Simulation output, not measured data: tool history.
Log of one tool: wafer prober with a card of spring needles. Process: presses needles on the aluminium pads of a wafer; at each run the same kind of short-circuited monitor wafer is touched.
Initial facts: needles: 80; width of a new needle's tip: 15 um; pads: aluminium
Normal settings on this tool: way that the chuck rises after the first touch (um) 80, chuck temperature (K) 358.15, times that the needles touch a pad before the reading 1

run	hour	way that the chuck rises after the first touch (um)	chuck temperature (K)	times that the needles touch a pad before the reading	resistance of one needle with its contact and lead (mohm)	way that a needle slides on the pad (um)
1	0.0	80	358.15	1	136	10.88
# hour 1.5: tips cleaned on abrasive film
# hour 5.1: tips cleaned on abrasive film
# hour 7.9: tips cleaned on abrasive film
# hour 11.5: tips cleaned on abrasive film
# hour 15.1: tips cleaned on abrasive film
# hour 17.9: tips cleaned on abrasive film
# hour 21.5: tips cleaned on abrasive film
# hour 25.1: tips cleaned on abrasive film
# hour 28.6: tips cleaned on abrasive film
2	28.7	80	358.15	1	137	11.00
# hour 31.6: tips cleaned on abrasive film
# hour 35.2: tips cleaned on abrasive film
# hour 38.7: tips cleaned on abrasive film
# hour 42.3: tips cleaned on abrasive film
# hour 45.9: tips cleaned on abrasive film
# hour 49.4: tips cleaned on abrasive film
# hour 53.0: tips cleaned on abrasive film
# hour 56.6: tips cleaned on abrasive film
3	58.1	80	358.15	1	141	10.81
# hour 59.6: tips cleaned on abrasive film
# hour 63.1: tips cleaned on abrasive film
# hour 66.7: tips cleaned on abrasive film
# hour 70.3: tips cleaned on abrasive film
# hour 73.8: tips cleaned on abrasive film
# hour 76.7: tips cleaned on abrasive film
# hour 80.3: tips cleaned on abrasive film
# hour 83.8: tips cleaned on abrasive film
# hour 87.4: tips cleaned on abrasive film
# hour 90.3: tips cleaned on abrasive film
4	90.6	80	358.15	1	135	10.78
# hour 93.4: tips cleaned on abrasive film
# hour 97.0: tips cleaned on abrasive film
# hour 100.6: tips cleaned on abrasive film
# hour 103.4: tips cleaned on abrasive film
# hour 103.7: height of the first contact set anew
# hour 107.3: tips cleaned on abrasive film
# hour 110.9: tips cleaned on abrasive film
# hour 113.7: tips cleaned on abrasive film
5	116.2	80	358.15	1	138	10.80
# hour 116.9: tips cleaned on abrasive film
# hour 119.8: tips cleaned on abrasive film
# hour 123.4: tips cleaned on abrasive film
# hour 126.2: tips cleaned on abrasive film
# hour 129.8: tips cleaned on abrasive film
# hour 133.4: tips cleaned on abrasive film
# hour 136.2: tips cleaned on abrasive film
# hour 139.8: tips cleaned on abrasive film
# hour 142.7: tips cleaned on abrasive film
# hour 146.2: tips cleaned on abrasive film
# hour 149.8: tips cleaned on abrasive film
# hour 153.4: tips cleaned on abrasive film
# hour 156.9: tips cleaned on abrasive film
# hour 160.5: tips cleaned on abrasive film
6	163.0	80	358.15	1	137	10.79
# hour 163.8: tips cleaned on abrasive film
# hour 166.7: tips cleaned on abrasive film
# hour 170.2: tips cleaned on abrasive film
# hour 173.1: tips cleaned on abrasive film
# hour 176.7: tips cleaned on abrasive film
# hour 179.5: tips cleaned on abrasive film
# hour 183.1: tips cleaned on abrasive film
# hour 186.0: tips cleaned on abrasive film
# hour 189.5: tips cleaned on abrasive film
# hour 192.4: tips cleaned on abrasive film
7	194.7	80	358.15	1	139	10.86
# hour 195.5: tips cleaned on abrasive film
# hour 199.0: tips cleaned on abrasive film
# hour 202.6: tips cleaned on abrasive film
# hour 206.1: tips cleaned on abrasive film
# hour 209.7: tips cleaned on abrasive film
# hour 213.3: tips cleaned on abrasive film
# hour 216.8: tips cleaned on abrasive film
# hour 220.4: tips cleaned on abrasive film
# hour 223.5: tips cleaned on abrasive film
8	223.5	64	313.15	1	132	8.67
# hour 226.4: tips cleaned on abrasive film
# hour 229.9: tips cleaned on abrasive film
# hour 233.5: tips cleaned on abrasive film
# hour 237.1: tips cleaned on abrasive film
# hour 240.6: tips cleaned on abrasive film
# hour 243.5: tips cleaned on abrasive film
# hour 247.1: tips cleaned on abrasive film
# hour 249.9: tips cleaned on abrasive film
# hour 253.5: tips cleaned on abrasive film
9	253.8	75	321.15	1	133	10.11
# hour 256.6: tips cleaned on abrasive film
# hour 258.3: height of the first contact set anew
# hour 259.8: tips cleaned on abrasive film
# hour 263.4: tips cleaned on abrasive film
# hour 266.9: tips cleaned on abrasive film
# hour 269.8: tips cleaned on abrasive film
# hour 273.4: tips cleaned on abrasive film
# hour 276.9: tips cleaned on abrasive film
# hour 280.5: tips cleaned on abrasive film
# hour 284.1: tips cleaned on abrasive film
# hour 286.9: tips cleaned on abrasive film
# hour 290.5: tips cleaned on abrasive film
# hour 293.4: tips cleaned on abrasive film
# hour 296.9: tips cleaned on abrasive film
# hour 300.5: tips cleaned on abrasive film
# hour 303.4: tips cleaned on abrasive film
# hour 306.9: tips cleaned on abrasive film
10	308.3	80	373.15	1	140	10.82
# hour 309.8: tips cleaned on abrasive film
# hour 313.4: tips cleaned on abrasive film
# hour 316.9: tips cleaned on abrasive film
# hour 320.5: tips cleaned on abrasive film
# hour 324.1: tips cleaned on abrasive film
# hour 327.6: tips cleaned on abrasive film
# hour 331.2: tips cleaned on abrasive film
# hour 334.8: tips cleaned on abrasive film
# hour 338.3: tips cleaned on abrasive film
# hour 341.9: tips cleaned on abrasive film
# hour 345.5: tips cleaned on abrasive film
11	346.0	82	334.15	3	135	11.14
# hour 348.9: tips cleaned on abrasive film
# hour 351.8: tips cleaned on abrasive film
# hour 355.3: tips cleaned on abrasive film
# hour 358.9: tips cleaned on abrasive film
# hour 362.5: tips cleaned on abrasive film
# hour 366.0: tips cleaned on abrasive film
# hour 368.9: tips cleaned on abrasive film
# hour 372.5: tips cleaned on abrasive film
# hour 376.0: tips cleaned on abrasive film
# hour 379.6: tips cleaned on abrasive film
# hour 383.2: tips cleaned on abrasive film
# hour 386.7: tips cleaned on abrasive film
# hour 390.3: tips cleaned on abrasive film
# hour 393.2: tips cleaned on abrasive film
# hour 396.7: tips cleaned on abrasive film
12	398.9	62	355.15	1	140	8.46

Run 13 has not been measured yet. What should we expect?
# hour 399.7: tips cleaned on abrasive film
# hour 402.6: tips cleaned on abrasive film
# hour 406.1: tips cleaned on abrasive film
# hour 409.0: tips cleaned on abrasive film
# hour 412.6: tips cleaned on abrasive film
# hour 412.9: height of the first contact set anew
# hour 416.4: tips cleaned on abrasive film
# hour 419.3: tips cleaned on abrasive film
# hour 422.9: tips cleaned on abrasive film
# hour 426.4: tips cleaned on abrasive film
# hour 430.0: tips cleaned on abrasive film
# hour 433.6: tips cleaned on abrasive film
# hour 436.4: tips cleaned on abrasive film
# hour 439.3: tips cleaned on abrasive film
# hour 442.9: tips cleaned on abrasive film
# hour 446.4: tips cleaned on abrasive film
# hour 450.0: tips cleaned on abrasive film
# hour 453.6: tips cleaned on abrasive film
13	456.2	96	309.15	1	?	?

Run 13 produced resistance of one needle with its contact and lead (mohm) 131, way that a needle slides on the pad (um) 12.83.
The same run, on a tool lacking any hidden state, would have yielded resistance of one needle with its contact and lead (mohm) 131, way that a needle slides on the pad (um) 12.83.
